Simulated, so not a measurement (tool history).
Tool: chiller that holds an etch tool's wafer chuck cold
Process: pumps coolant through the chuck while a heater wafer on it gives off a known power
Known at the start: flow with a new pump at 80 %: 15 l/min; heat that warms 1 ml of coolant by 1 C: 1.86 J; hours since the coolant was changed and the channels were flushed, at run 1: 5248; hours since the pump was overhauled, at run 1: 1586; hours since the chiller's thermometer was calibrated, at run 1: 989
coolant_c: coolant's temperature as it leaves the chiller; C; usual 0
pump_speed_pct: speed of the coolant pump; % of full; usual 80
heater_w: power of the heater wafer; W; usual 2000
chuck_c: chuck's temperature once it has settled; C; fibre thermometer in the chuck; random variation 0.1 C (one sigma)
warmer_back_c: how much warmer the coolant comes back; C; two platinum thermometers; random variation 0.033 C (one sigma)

| run | hour | coolant_c | pump_speed_pct | heater_w | hours since the coolant was changed and the channels were flushed | hours since the pump was overhauled | hours since the chiller's thermometer was calibrated | chuck_c | warmer_back_c |
|---|---|---|---|---|---|---|---|---|---|
| 1 | 0.0 | 0 | 80 | 2000 | 5248 | 1586 | 989 | 13.7 | 4.30 |
| 2 | 65.1 | 0 | 80 | 2000 | 5313 | 1651 | 1054 | 14.2 | 4.31 |
| 3 | 139.8 | 0 | 80 | 2000 | 5388 | 1726 | 1129 | 13.7 | 4.27 |
| 4 | 211.0 | 0 | 80 | 2000 | 5459 | 1797 | 1200 | 13.9 | 4.31 |
| 5 | 292.9 | 0 | 80 | 2000 | 5541 | 1879 | 1282 | 13.9 | 4.31 |
| 6 | 398.1 | 0 | 80 | 2000 | 5646 | 1984 | 1387 | 14.0 | 4.32 |
| 7 | 506.6 | 0 | 80 | 1774 | 5755 | 2093 | 1495 | 12.4 | 3.85 |
| 8 | 610.1 | 0 | 80 | 1774 | 5858 | 2196 | 1599 | 12.4 | 3.88 |
| 9 | 673.2 | 0 | 80 | 1774 | 5921 | 2260 | 1662 | 12.3 | 3.90 |
| 10 | 766.4 | 0 | 77 | 2000 | 6014 | 2353 | 1755 | 14.5 | 4.52 |
| 11 | 876.1 | 0 | 80 | 1464 | 6124 | 2462 | 1865 | 10.3 | 3.21 |
|  | 923.4 | coolant changed, channels flushed |
| 12 | 928.1 | 0 | 80 | 1464 | 5 | 2508 | 1911 | 10.2 | 3.22 |
| 13 | 1016.6 | 0 | 80 | 1464 | 93 | 2597 | 1999 | 10.2 | 3.27 |
| 14 | 1086.1 | 0 | 80 | 1464 | 163 | 2666 | 2069 | 10.2 | 3.23 |
| 15 | 1160.8 | 0 | 80 | 1464 | 237 | 2741 | 2144 | 10.3 | 3.22 |
| 16 | 1218.9 | 0 | 80 | 1464 | 295 | 2799 | 2202 | 10.3 | 3.19 |
| 17 | 1269.0 | 0 | 80 | 1464 | 346 | 2849 | 2252 | 10.4 | 3.26 |
| 18 | 1333.5 | 0 | 74 | 2974 | 410 | 2914 | 2316 | 21.9 | 6.99 |
| 19 | 1387.9 | 3 | 67 | 2648 | 465 | 2968 | 2371 | 23.8 | 6.88 |
| 20 | 1432.5 | 2 | 67 | 2648 | 509 | 3013 | 2415 | 23.1 | 6.86 |
| 21 | 1492.7 | 2 | 67 | 2648 | 569 | 3073 | 2476 | 22.9 | 6.88 |
| 22 | 1546.7 | 2 | 67 | 2648 | 623 | 3127 | 2529 | 23.0 | 6.92 |
| 23 | 1637.7 | 2 | 67 | 2648 | 714 | 3218 | 2621 | 23.0 | 6.85 |
| 24 | 1742.7 | 7 | 67 | 1130 | 819 | 3323 | 2726 | 15.8 | 2.96 |
| 25 | 1806.4 | 7 | 87 | 1130 | 883 | 3387 | 2789 | 14.5 | 2.38 |
| 26 | 1870.9 | 2 | 94 | 1100 | 947 | 3451 | 2854 | 8.7 | 2.19 |

Hidden state or all else? Some run-to-run changes of warmer_back_c, split into what the settings, what came in and random variation would give without the hidden state, and what is left for the hidden state (with any gauge scatter that isn't in both results):
The hidden state here: heat passed by the chuck's channels, % of clean ones'; flow at a given pump speed, % of a new pump's; coolant's true temperature over the reading, C; drift of the gauge itself on chuck_c, C; drift of the gauge itself on warmer_back_c, C.
Run 1 -> 2: no setting changed, nothing entered. warmer_back_c +0.01 C: hidden state +0.01, all else +0.00.
Run 3 -> 4: no setting changed, nothing entered. warmer_back_c +0.04 C: hidden state +0.01, all else +0.03.
Run 17 -> 18: pump_speed_pct 80 -> 74, heater_w 1464 -> 2974. warmer_back_c +3.73 C: hidden state +0.00, all else +3.73.
Run 23 -> 24: coolant_c 2 -> 7, heater_w 2648 -> 1130. warmer_back_c -3.89 C: hidden state +0.00, all else -3.89.

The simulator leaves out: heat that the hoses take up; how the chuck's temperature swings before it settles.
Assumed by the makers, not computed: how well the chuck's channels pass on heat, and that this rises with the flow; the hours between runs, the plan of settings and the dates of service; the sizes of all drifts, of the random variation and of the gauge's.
